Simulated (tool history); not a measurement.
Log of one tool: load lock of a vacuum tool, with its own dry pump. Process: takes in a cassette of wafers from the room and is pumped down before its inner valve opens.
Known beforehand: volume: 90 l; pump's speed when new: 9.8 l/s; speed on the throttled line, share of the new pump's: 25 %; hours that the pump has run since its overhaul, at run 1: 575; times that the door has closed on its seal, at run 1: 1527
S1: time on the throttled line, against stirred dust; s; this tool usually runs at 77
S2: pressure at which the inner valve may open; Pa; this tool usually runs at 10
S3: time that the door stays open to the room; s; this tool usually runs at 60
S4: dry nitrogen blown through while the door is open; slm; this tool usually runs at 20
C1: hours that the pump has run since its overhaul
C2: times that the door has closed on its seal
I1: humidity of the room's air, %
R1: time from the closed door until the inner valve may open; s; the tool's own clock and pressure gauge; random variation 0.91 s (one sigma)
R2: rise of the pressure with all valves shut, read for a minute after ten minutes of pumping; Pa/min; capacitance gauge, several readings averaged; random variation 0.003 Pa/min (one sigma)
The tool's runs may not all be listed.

run	day	S1	S2	S3	S4	C1	C2	I1	R1	R2
1	0.000	77	10	60	20	575	1527	44.0	143.0	0.014
2	3.796	77	11	60	20	666	1674	46.5	143.0	0.017
3	9.133	77	10	60	15	794	1881	40.7	142.7	0.010
4	14.396	77	10	60	15	920	2085	44.5	142.7	0.015
5	17.925	77	10	60	15	1005	2221	46.9	143.5	0.013
6	22.100	77	10	60	15	1105	2383	48.0	143.8	0.013
7	25.021	77	10	60	20	1175	2496	46.7	144.0	0.015
8	30.750	77	10	60	20	1313	2718	45.3	143.6	0.016
9	34.208	77	20	60	20	1396	2852	47.2	138.1	0.015
10	38.962	77	20	60	20	1510	3036	47.8	136.1	0.014
11	43.600	77	17	60	20	1621	3216	45.5	139.9	0.009
12	49.529	77	17	60	20	1763	3445	48.9	139.6	0.019
13	54.821	77	10	60	20	1890	3650	43.8	144.2	0.013
14	58.250	77	10	238	20	1973	3783	47.3	143.9	0.032
15	61.167	77	10	60	20	2043	3896	48.5	144.5	0.015
16	64.288	77	10	60	20	2117	4017	48.5	144.4	0.015
17	69.958	77	10	60	20	2254	4236	44.1	147.0	0.018
18	73.629	77	10	60	20	2342	4378	44.6	146.6	0.014
19	78.362	94	10	60	20	2455	4562	47.5	157.6	0.019
20	81.192	126	10	60	19	2523	4671	40.0	182.4	0.012
21	85.321	126	10	60	19	2622	4831	43.6	182.3	0.008
22	88.821	126	10	60	19	2706	4967	43.7	182.1	0.015
23	94.633	106	10	66	19	2846	5192	44.6	167.7	0.011
24	100.458	77	10	105	27	2986	5417	45.6	145.9	0.015
25	105.567	77	10	105	27	3108	5615	45.9	147.1	0.019
26	111.029	50	8	105	27	3239	5827	44.8	129.8	0.022
27	113.879	91	10	60	16	3308	5937	45.4	158.7	0.018
28	118.612	77	14	60	6	3421	6120	46.3	144.6	0.028
29	124.067	107	12	42	20	3552	6331	47.3	167.3	0.014
30	126.733	77	10	60	20	3616	6435	45.9	148.1	0.013
31	129.812	77	10	60	20	3690	6554	43.7	148.6	0.016
32	134.967	77	10	60	20	3814	6753	45.9	149.3	0.021
33	137.921	73	10	60	6	3885	6868	48.4	146.5	0.031
34	141.775	73	10	60	6	3977	7017	43.1	146.7	0.023
35	144.854	73	15	60	6	4051	7136	46.4	140.9	0.027
36	148.229	73	15	82	21	4132	7267	43.6	141.7	0.021
37	151.054	47	16	82	22	4200	7376	46.8	123.2	0.019

Subtracting, for every run, the result it would have given without the tool's unlogged condition from the measured result gives the following. The same run-to-run variation enters both numbers; the gauge's scatter may not:
Hidden conditions of the tool in this case: pump's speed, % of a new pump's; leak at the door's seal, Pa l/s; drift of the gauge itself on ready_s, %; drift of the gauge itself on rise_pa_min, %.
run	R1	R2
1	+0.1	+0.001
2	+0.1	+0.001
3	+0.4	+0.001
4	+0.6	+0.002
5	+0.7	+0.001
6	+0.9	+0.002
7	+1.0	+0.002
8	+1.3	+0.002
9	+1.2	+0.003
10	+1.3	+0.003
11	+1.6	+0.003
12	+1.8	+0.003
13	+2.2	+0.003
14	+2.3	+0.003
15	+2.4	+0.003
16	+2.5	+0.003
17	+2.8	+0.003
18	+2.9	+0.004
19	+3.0	+0.004
20	+2.6	+0.004
21	+2.8	+0.004
22	+2.8	+0.005
23	+3.4	+0.005
24	+3.9	+0.004
25	+4.2	+0.005
26	+5.2	+0.005
27	+4.3	+0.006
28	+4.5	+0.005
29	+4.3	+0.006
30	+5.1	+0.006
31	+5.2	+0.006
32	+5.5	+0.006
33	+5.6	+0.006
34	+6.0	+0.006
35	+5.6	+0.007
36	+5.8	+0.007
37	+6.5	+0.007
